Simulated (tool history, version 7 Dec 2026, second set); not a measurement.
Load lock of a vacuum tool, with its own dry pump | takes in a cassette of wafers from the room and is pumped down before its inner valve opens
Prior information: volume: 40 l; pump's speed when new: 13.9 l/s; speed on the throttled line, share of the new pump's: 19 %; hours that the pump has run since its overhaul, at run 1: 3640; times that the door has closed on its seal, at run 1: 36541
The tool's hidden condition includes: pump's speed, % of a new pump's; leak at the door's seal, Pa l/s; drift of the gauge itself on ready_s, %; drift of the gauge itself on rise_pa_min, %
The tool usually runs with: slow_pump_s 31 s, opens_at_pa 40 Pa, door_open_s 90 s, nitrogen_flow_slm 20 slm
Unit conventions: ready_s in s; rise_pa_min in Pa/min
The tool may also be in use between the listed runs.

run,day,slow_pump_s,opens_at_pa,door_open_s,nitrogen_flow_slm,hours that the pump has run since its overhaul,times that the door has closed on its seal,"incoming humidity of the room's air, %",ready_s,rise_pa_min
1,0,31,40,90,20,3640,36541,43.9,48.2,0.201
2,6.062,31,40,238,20,3786,37244,41.4,48.5,0.245
3,13.083,31,40,90,20,3954,38058,43.2,48.4,0.212
4,18.5,31,40,90,8,4084,38686,42.8,48.4,0.227
5,22.938,31,40,90,20,4191,39200,45.5,48.8,0.211
6,26.646,31,40,90,20,4280,39630,40.8,48.4,0.225
7,34.271,31,40,90,20,4463,40514,47.3,48,0.228
8,38.996,31,58,90,20,4576,41062,41.5,47.6,0.231
9,43.546,31,58,90,20,4686,41589,45.1,48,0.239
10,48.175,31,58,90,20,4797,42125,46.3,48.4,0.251
11,56.542,31,58,90,20,4997,43095,43.6,47.7,0.246
12,62.583,31,58,90,20,5142,43796,48.1,47.4,0.267
13,66.667,31,58,90,20,5240,44269,45.9,47.7,0.26
14,74.175,50,40,90,20,5421,45139,43.2,63.6,0.269
15,80.004,21,75,31,40,5560,45815,45.1,38.1,0.246
16,86.612,21,75,31,40,5719,46581,45.4,39.1,0.251
17,91.6,21,75,31,40,5839,47159,42.3,39,0.262
18,100.362,17,59,26,28,6049,48175,46.8,36.1,0.266
19,105.312,31,58,211,38,6168,48748,44.1,47.9,0.315

Estimate the outcome of run 20 from the log above:
20,111.971,31,58,211,38,6328,49520,45.9,?,?

Run 20 came out at ready_s 48.3 s, rise_pa_min 0.327 Pa/min.
With the hidden condition absent and the run-to-run variation left alone, this run would have shown ready_s 47.2 s, rise_pa_min 0.065 Pa/min.
